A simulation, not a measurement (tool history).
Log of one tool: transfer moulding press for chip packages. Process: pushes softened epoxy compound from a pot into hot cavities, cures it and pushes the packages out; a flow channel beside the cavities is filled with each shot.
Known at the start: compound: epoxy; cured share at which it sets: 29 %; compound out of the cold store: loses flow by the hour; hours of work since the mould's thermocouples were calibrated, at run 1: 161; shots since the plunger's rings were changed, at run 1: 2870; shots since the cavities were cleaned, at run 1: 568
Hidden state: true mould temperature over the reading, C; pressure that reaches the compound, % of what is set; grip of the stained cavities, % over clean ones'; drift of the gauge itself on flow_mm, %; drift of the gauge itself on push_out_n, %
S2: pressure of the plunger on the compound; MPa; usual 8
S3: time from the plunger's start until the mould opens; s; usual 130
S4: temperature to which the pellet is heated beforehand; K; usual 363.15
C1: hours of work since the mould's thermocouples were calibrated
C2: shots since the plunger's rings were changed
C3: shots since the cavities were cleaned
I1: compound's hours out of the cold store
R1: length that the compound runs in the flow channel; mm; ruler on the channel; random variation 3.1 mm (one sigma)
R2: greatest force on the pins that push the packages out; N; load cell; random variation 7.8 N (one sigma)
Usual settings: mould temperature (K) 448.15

Run 1, hour 0: usual settings; C1 161; C2 2870; C3 568; I1 31.7. Result: R1 648 mm, R2 535 N.
Run 2, hour 6.5: usual settings; C1 164; C2 2910; C3 608; I1 29.2. Result: R1 652 mm, R2 553 N.
Run 3, hour 10.4: usual settings; C1 166; C2 2935; C3 633; I1 27.9. Result: R1 659 mm, R2 566 N.
Run 4, hour 14.5: usual settings; C1 167; C2 2961; C3 659; I1 44.9. Result: R1 618 mm, R2 553 N.
Run 5, hour 20.4: usual settings; C1 170; C2 2997; C3 695; I1 10.3. Result: R1 702 mm, R2 589 N.
Run 6, hour 26.9: usual settings but S2 9.53 MPa; C1 173; C2 3038; C3 736; I1 30.1. Result: R1 712 mm, R2 578 N.
At hour 29.8: cavities cleaned with cleaning compound and waxed.
Run 7, hour 36.3: usual settings but S2 9.53 MPa; C1 176; C2 3087; C3 40; I1 39.3. Result: R1 684 mm, R2 362 N.
Run 8, hour 42.3: usual settings but S2 9.53 MPa; C1 179; C2 3124; C3 77; I1 32.8. Result: R1 707 mm, R2 377 N.
Run 9, hour 51.1: usual settings but S2 9.53 MPa; C1 183; C2 3179; C3 132; I1 33.2. Result: R1 704 mm, R2 396 N.
Run 10, hour 59.2: usual settings but S2 9.53 MPa; C1 187; C2 3230; C3 183; I1 44.3. Result: R1 676 mm, R2 428 N.
Run 11, hour 65.3: usual settings but S2 9.42 MPa; C1 189; C2 3268; C3 221; I1 10. Result: R1 767 mm, R2 474 N.
Run 12, hour 73.8: usual settings but S2 8.23 MPa; C1 193; C2 3321; C3 274; I1 10.7. Result: R1 711 mm, R2 469 N.
Run 13, hour 78.6: usual settings but S2 8.23 MPa; C1 195; C2 3350; C3 303; I1 13.7. Result: R1 706 mm, R2 487 N.
Run 14, hour 85.6: usual settings but S2 8.23 MPa; C1 198; C2 3395; C3 348; I1 22.9. Result: R1 676 mm, R2 485 N.
Run 15, hour 90.9: usual settings but S2 8.23 MPa; C1 201; C2 3427; C3 380; I1 29.5. Result: R1 659 mm, R2 510 N.
Run 16, hour 97.4: usual settings but S2 8.23 MPa; C1 204; C2 3468; C3 421; I1 41.9. Result: R1 630 mm, R2 513 N.
Run 17, hour 105.2: usual settings but S2 8.23 MPa; C1 207; C2 3517; C3 470; I1 11.9. Result: R1 704 mm, R2 532 N.
Run 18, hour 111.5: usual settings but S2 8.23 MPa; C1 210; C2 3556; C3 509; I1 30.8. Result: R1 657 mm, R2 549 N.
Run 19, hour 116.8: usual settings but S2 7.85 MPa, S3 132 s; C1 212; C2 3589; C3 542; I1 27.6. Result: R1 649 mm, R2 533 N.
Run 20, hour 124.9: usual settings but S2 6.92 MPa, S4 371.15 K; C1 216; C2 3640; C3 593; I1 22.2. Result: R1 617 mm, R2 545 N.
Run 21, hour 129.2: usual settings but S2 6.92 MPa, S4 371.15 K; C1 218; C2 3666; C3 619; I1 46.9. Result: R1 560 mm, R2 539 N.
Run 22, hour 132.9: usual settings but S2 6.92 MPa, S4 371.15 K; C1 219; C2 3689; C3 642; I1 31.5. Result: R1 600 mm, R2 566 N.
Run 23, hour 138.4: usual settings but S2 6.61 MPa, S3 126 s, S4 367.15 K; C1 222; C2 3724; C3 677; I1 10.8. Result: R1 634 mm, R2 591 N.
Run 24, hour 146.6: usual settings but mould temperature (K) 443.15, S2 6.61 MPa, S3 126 s, S4 353.15 K; C1 225; C2 3775; C3 728; I1 25. Result: R1 621 mm, R2 808 N.
At hour 150.5: cavities cleaned with cleaning compound and waxed.
Run 25, hour 154.3: usual settings but mould temperature (K) 443.15, S2 6.61 MPa, S3 126 s, S4 353.15 K; C1 228; C2 3813; C3 24; I1 18.4. Result: R1 639 mm, R2 498 N.
Run 26, hour 162.5: usual settings but mould temperature (K) 443.15, S2 6.61 MPa, S3 126 s, S4 364.15 K; C1 232; C2 3864; C3 75; I1 20.1. Result: R1 634 mm, R2 520 N.
Run 27, hour 171.2: usual settings but mould temperature (K) 443.15, S2 6.61 MPa, S3 126 s, S4 364.15 K; C1 236; C2 3919; C3 130; I1 10.5. Result: R1 654 mm, R2 573 N.
Run 28, hour 177.8: usual settings but S3 165 s; C1 239; C2 3960; C3 171; I1 22.5. Result: R1 663 mm, R2 379 N.
Run 29, hour 182.1: usual settings but S3 165 s; C1 241; C2 3987; C3 198; I1 28.9. Result: R1 644 mm, R2 407 N.
Run 30, hour 186.3: usual settings but mould temperature (K) 442.15, S2 6.36 MPa, S3 155 s; C1 242; C2 4013; C3 224; I1 27.1. Result: R1 600 mm, R2 475 N.

Forecast each of these 3 alternatives for the next run:
Run A, hour 192.6: usual settings but mould temperature (K) 446.15, S3 115 s; C1 245; C2 4052; C3 263; I1 31. Result: R1 ?, R2 ?.
Run B, hour 192.6: usual settings but S3 119 s; C1 245; C2 4052; C3 263; I1 21.3. Result: R1 ?, R2 ?.
Run C, hour 192.6: usual settings but mould temperature (K) 450.15, S2 8.9 MPa, S3 155 s, S4 353.15 K; C1 245; C2 4052; C3 263; I1 41.5. Result: R1 ?, R2 ?.

run   R1   R2
  A  653  603
  B  671  524
  C  645  417
Without the tool's hidden state the same runs would have given:
run   R1   R2
  A  678  422
  B  698  370
  C  670  300

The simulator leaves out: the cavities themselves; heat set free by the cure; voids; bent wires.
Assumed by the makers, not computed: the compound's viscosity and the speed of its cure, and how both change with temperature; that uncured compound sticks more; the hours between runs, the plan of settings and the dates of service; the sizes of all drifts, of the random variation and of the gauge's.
